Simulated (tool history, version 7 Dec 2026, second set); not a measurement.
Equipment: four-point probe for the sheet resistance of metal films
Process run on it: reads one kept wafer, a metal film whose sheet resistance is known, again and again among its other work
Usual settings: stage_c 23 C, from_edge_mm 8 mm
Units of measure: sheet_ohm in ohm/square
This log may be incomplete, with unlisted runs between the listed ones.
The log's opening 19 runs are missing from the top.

run    hour  stage_c  from_edge_mm  touches since the probe head was changed  hours of work since the stage's thermometer was calibrated  sheet_ohm
 20  1041.8       23            44                                     95064                                                         171    0.85596
 21  1104.6       27             8                                     96621                                                         197   0.858995
 22  1136.2       31             3                                     97403                                                         211   0.876254
 23  1191.1       31             3                                     98761                                                         234   0.876171
 24  1230.5       31             3                                     99738                                                         250   0.876351
 25  1261.3       29             5                                    100500                                                         263   0.863511
 26  1317.3       28             8                                    101887                                                         287    0.85897
 27  1369.1       28            38                                    103169                                                         309   0.856128
 28  1427.3       27            38                                    104611                                                         333   0.855953
 29  1456.6       27            38                                    105336                                                         346   0.856505
 30  1510.9       23            66                                    106681                                                         369   0.855884
 31  1583.5       33            36                                    108480                                                         399   0.856574
 32  1655.5       29             7                                    110261                                                         430   0.860017
 33  1711.9       21             6                                    111658                                                         453   0.861092
 34  1757.1       34             8                                    112778                                                         472   0.859123
 35  1810.3       21             4                                    114095                                                         495   0.867223
 36  1844.3       24            32                                    114935                                                         509   0.856524
 37  1911.8       24            32                                    116609                                                         538    0.85608
 38  1952.7       21            32                                    117620                                                         555   0.856103
 39  1991.5       21            32                                    118582                                                         571   0.856003
 40  2059.8       23            17                                    120273                                                         600   0.856571

Each row is a separate what-if for the run after 40, all from the same tool condition, not one after another. Results?
  A  2098.5       20            11                                    121231                                                         616          ?
  B  2098.5       26            15                                    121231                                                         616          ?
  C  2098.5       23            67                                    121231                                                         616          ?
  D  2098.5       23             7                                    121231                                                         616          ?
  E  2098.5       20            25                                    121231                                                         616          ?

run  sheet_ohm
  A   0.857138
  B   0.856899
  C   0.855844
  D   0.859668
  E   0.855843
Had the tool no hidden state, the same runs would have come out as:
run  sheet_ohm
  A   0.857081
  B   0.856842
  C   0.855786
  D    0.85961
  E   0.855785
